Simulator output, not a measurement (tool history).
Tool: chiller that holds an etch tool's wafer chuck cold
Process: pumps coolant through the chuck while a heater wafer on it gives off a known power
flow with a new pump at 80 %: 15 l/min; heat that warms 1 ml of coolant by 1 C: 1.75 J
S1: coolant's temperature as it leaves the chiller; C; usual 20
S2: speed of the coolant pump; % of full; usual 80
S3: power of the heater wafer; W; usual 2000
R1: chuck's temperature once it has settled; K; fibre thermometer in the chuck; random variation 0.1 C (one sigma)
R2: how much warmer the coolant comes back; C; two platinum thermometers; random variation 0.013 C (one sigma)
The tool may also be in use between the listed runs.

run	hour	S1	S2	S3	R1	R2
1	0.0	20	80	2000	308.85	4.65
2	55.5	20	80	2000	308.85	4.65
3	113.9	20	80	2000	308.85	4.65
4	148.5	20	80	1152	302.15	2.68
5	197.6	20	80	2000	308.95	4.68
6	258.2	20	96	2000	307.15	3.84
7	318.2	11	80	2000	299.85	4.67
8	363.3	11	80	2000	299.95	4.68
9	398.8	11	80	2000	300.05	4.70
10	429.7	11	80	2000	299.85	4.66
11	486.7	11	80	2000	300.05	4.66
12	547.2	11	80	2000	299.85	4.67
13	585.9	20	80	2000	308.95	4.68
14	617.5	20	80	2000	309.15	4.69
15	656.2	20	100	2000	306.85	3.67
16	717.2	20	100	2000	307.05	3.68
17	755.2	20	100	2000	307.05	3.67
18	801.9	20	100	2000	306.95	3.67
19	855.8	20	100	2000	307.05	3.68
20	907.0	28	80	1236	310.85	2.89
21	939.4	13	84	1766	299.75	3.95
22	980.3	27	79	2000	316.25	4.75
23	1040.2	27	71	1094	309.65	2.93
24	1089.4	20	80	1699	306.75	4.00
25	1123.8	20	96	1699	305.35	3.28
26	1170.0	23	74	2666	318.65	6.79
27	1219.5	23	74	2666	318.75	6.80
28	1247.3	23	69	2668	319.45	7.36
29	1284.2	13	81	1401	297.15	3.23
30	1338.0	20	68	1569	306.95	4.38
31	1367.4	21	87	2000	309.35	4.29
32	1424.8	10	69	1466	296.05	4.02

4 ways to go on from here, each from the tool as it stands after run 32. What would each give?
A	1460.9	15	99	1466	?	?
B	1460.9	20	72	2348	?	?
C	1460.9	11	83	2573	?	?
D	1460.9	10	69	1420	?	?

run	R1	R2
A	298.45	2.73
B	313.25	6.19
C	304.35	5.82
D	295.75	3.92
Without the tool's hidden state the same runs would have given:
run	R1	R2
A	297.75	2.66
B	311.75	6.02
C	302.75	5.66
D	294.85	3.81
